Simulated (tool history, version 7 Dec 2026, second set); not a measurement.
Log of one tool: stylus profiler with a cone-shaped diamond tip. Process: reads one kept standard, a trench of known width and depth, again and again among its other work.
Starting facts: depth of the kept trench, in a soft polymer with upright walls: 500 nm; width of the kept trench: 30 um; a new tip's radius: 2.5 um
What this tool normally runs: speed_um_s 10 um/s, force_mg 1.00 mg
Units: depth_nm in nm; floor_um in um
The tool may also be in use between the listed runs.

run	day	speed_um_s	force_mg	depth_nm	floor_um
1	0.000	10	1.00	507.96	26.46
2	3.150	10	2.65	511.47	26.57
3	6.083	10	1.00	507.90	26.50
# day 9.058: height scale calibrated on a step standard
4	9.142	10	1.00	510.39	26.46
5	11.771	10	1.00	510.62	26.44
# day 14.654: height scale calibrated on a step standard, once more
6	14.946	10	1.00	503.80	26.44
7	17.667	10	1.00	504.02	26.37
8	19.767	10	1.00	503.96	26.38
9	22.812	10	1.00	504.27	26.39
10	24.196	10	1.00	504.16	26.36
11	26.471	10	1.00	504.34	26.36
12	27.804	10	1.00	504.52	26.32
13	29.850	10	1.51	505.57	26.40
14	32.933	10	1.51	505.75	26.38
15	34.867	39	1.51	505.79	26.09
16	38.029	39	1.51	505.99	26.12
17	40.808	39	1.51	506.04	26.07
18	42.342	39	1.51	505.99	26.10
19	44.771	39	1.51	506.30	25.98
20	47.488	39	1.51	506.34	26.04
21	48.862	39	1.51	506.51	26.06
22	50.179	10	1.00	505.27	26.20
23	51.992	10	1.00	505.16	26.25
24	54.558	10	2.92	509.36	26.31
25	56.238	3	0.60	504.54	26.25
26	58.712	16	0.63	504.73	26.07
27	60.742	5	0.46	504.03	26.24
28	63.804	3	0.46	504.28	26.28
29	66.192	3	0.46	504.56	26.24
30	68.671	10	2.39	509.14	26.21
31	70.504	34	0.35	504.44	25.66
32	72.817	7	1.72	507.91	26.19
33	74.746	7	1.72	507.68	26.16
34	76.408	21	2.87	510.02	26.07
35	78.817	2	0.58	505.23	26.23
36	81.167	3	0.95	506.34	26.20
37	83.104	3	0.94	506.49	26.23
38	85.862	3	0.94	506.71	26.21
39	88.375	16	1.05	507.07	26.01
40	90.062	16	1.05	507.03	26.00
41	92.917	6	0.38	505.02	26.04
42	95.288	5	0.43	505.28	26.11
43	97.883	4	0.43	505.53	26.10
44	99.358	4	0.43	505.83	26.04
45	101.650	39	0.58	506.60	25.61
46	104.388	39	0.58	506.33	25.61

Alternative continuations, all from the tool just after run 46; predict every row:
A	107.446	35	0.63	?	?
B	107.446	2	1.53	?	?
C	107.446	2	1.34	?	?

run	depth_nm	floor_um
A	506.42	25.64
B	509.08	26.10
C	508.51	26.07
Without the tool's hidden state the same runs would have given:
run	depth_nm	floor_um
A	502.55	26.53
B	505.19	27.00
C	504.62	26.96

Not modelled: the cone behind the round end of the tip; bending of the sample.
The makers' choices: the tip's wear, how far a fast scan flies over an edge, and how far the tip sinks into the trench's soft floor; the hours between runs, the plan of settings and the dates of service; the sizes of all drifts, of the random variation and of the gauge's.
